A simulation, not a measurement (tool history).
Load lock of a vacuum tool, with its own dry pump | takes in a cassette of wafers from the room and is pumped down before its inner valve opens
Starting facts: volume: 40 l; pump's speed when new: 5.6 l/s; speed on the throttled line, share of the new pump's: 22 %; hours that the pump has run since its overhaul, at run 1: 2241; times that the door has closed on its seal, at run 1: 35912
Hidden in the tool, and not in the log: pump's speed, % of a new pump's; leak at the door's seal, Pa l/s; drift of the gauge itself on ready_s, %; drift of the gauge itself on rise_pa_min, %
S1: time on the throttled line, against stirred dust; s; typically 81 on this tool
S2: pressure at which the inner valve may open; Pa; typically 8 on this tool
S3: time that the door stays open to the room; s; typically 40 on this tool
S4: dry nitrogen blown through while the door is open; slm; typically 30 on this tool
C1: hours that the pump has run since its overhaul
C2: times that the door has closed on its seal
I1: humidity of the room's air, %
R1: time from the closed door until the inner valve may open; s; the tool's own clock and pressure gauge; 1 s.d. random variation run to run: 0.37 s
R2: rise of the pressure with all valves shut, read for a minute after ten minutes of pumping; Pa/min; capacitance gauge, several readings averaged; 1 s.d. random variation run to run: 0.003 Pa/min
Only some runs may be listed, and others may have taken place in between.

Run 1, hour 0: usual settings; C1 2241; C2 35912; I1 48.9. Result: R1 132.1 s, R2 0.323 Pa/min.
Run 2, hour 105.6: usual settings; C1 2347; C2 36318; I1 44.3. Result: R1 131.8 s, R2 0.334 Pa/min.
Run 3, hour 156: usual settings; C1 2397; C2 36512; I1 46.2. Result: R1 131.8 s, R2 0.332 Pa/min.
Run 4, hour 213: usual settings but S1 46 s; C1 2454; C2 36731; I1 44. Result: R1 104.6 s, R2 0.338 Pa/min.
Run 5, hour 302.6: usual settings but S1 46 s; C1 2544; C2 37075; I1 45. Result: R1 104.7 s, R2 0.34 Pa/min.
Run 6, hour 369.3: usual settings but S4 43 slm; C1 2610; C2 37331; I1 45.9. Result: R1 132.3 s, R2 0.335 Pa/min.
Run 7, hour 437: usual settings but S4 43 slm; C1 2678; C2 37592; I1 43.2. Result: R1 132.5 s, R2 0.34 Pa/min.
Run 8, hour 540: usual settings but S4 43 slm; C1 2781; C2 37988; I1 44.7. Result: R1 131.7 s, R2 0.348 Pa/min.
Run 9, hour 633.8: usual settings but S4 43 slm; C1 2875; C2 38348; I1 45. Result: R1 131.4 s, R2 0.352 Pa/min.
Run 10, hour 722.7: usual settings but S3 127 s; C1 2964; C2 38690; I1 43.8. Result: R1 131.6 s, R2 0.376 Pa/min.
Run 11, hour 777.4: usual settings but S1 121 s, S3 27 s, S4 10 slm; C1 3018; C2 38900; I1 43. Result: R1 163.9 s, R2 0.363 Pa/min.
Run 12, hour 873.1: usual settings but S1 121 s, S3 117 s, S4 37 slm; C1 3114; C2 39268; I1 44.8. Result: R1 163.2 s, R2 0.381 Pa/min.
Run 13, hour 930.5: usual settings but S1 78 s, S3 117 s, S4 13 slm; C1 3171; C2 39489; I1 42.9. Result: R1 130.2 s, R2 0.403 Pa/min.
Run 14, hour 1015.1: usual settings but S1 78 s, S3 117 s, S4 13 slm; C1 3256; C2 39814; I1 45.5. Result: R1 130.3 s, R2 0.41 Pa/min.
Run 15, hour 1060.1: usual settings but S1 56 s, S3 117 s, S4 13 slm; C1 3301; C2 39987; I1 46.8. Result: R1 112.5 s, R2 0.416 Pa/min.
Run 16, hour 1105.3: usual settings but S1 115 s, S2 9 Pa, S3 118 s, S4 13 slm; C1 3346; C2 40161; I1 46. Result: R1 157.7 s, R2 0.409 Pa/min.
Run 17, hour 1153.2: usual settings but S1 115 s, S2 9 Pa, S3 118 s, S4 13 slm; C1 3394; C2 40345; I1 43.7. Result: R1 158.4 s, R2 0.41 Pa/min.
Run 18, hour 1219.9: usual settings but S1 115 s, S2 7 Pa, S3 118 s, S4 12 slm; C1 3461; C2 40601; I1 47.4. Result: R1 160.4 s, R2 0.418 Pa/min.
Run 19, hour 1264.4: usual settings but S1 55 s, S2 7 Pa, S3 42 s, S4 12 slm; C1 3505; C2 40772; I1 44.8. Result: R1 113.2 s, R2 0.399 Pa/min.

What if the next run were any one of these 4? Each begins from the tool's condition after run 19:
Run A, hour 1361.8: usual settings but S1 60 s, S2 7 Pa, S3 35 s, S4 12 slm; C1 3603; C2 41147; I1 48. Result: R1 ?, R2 ?.
Run B, hour 1361.8: usual settings but S2 6 Pa, S3 78 s; C1 3603; C2 41147; I1 42.5. Result: R1 ?, R2 ?.
Run C, hour 1361.8: usual settings but S1 55 s, S3 30 s, S4 12 slm; C1 3603; C2 41147; I1 45.6. Result: R1 ?, R2 ?.
Run D, hour 1361.8: usual settings but S1 41 s, S2 11 Pa, S3 81 s, S4 12 slm; C1 3603; C2 41147; I1 44. Result: R1 ?, R2 ?.

run     R1     R2
  A  117.2  0.404
  B  135.1    0.4
  C  112.4  0.407
  D   98.9  0.416
What these runs would have given with no unlogged condition in the tool:
run     R1     R2
  A  116.4  0.035
  B  134.3  0.035
  C  111.6  0.037
  D   98.1  0.048

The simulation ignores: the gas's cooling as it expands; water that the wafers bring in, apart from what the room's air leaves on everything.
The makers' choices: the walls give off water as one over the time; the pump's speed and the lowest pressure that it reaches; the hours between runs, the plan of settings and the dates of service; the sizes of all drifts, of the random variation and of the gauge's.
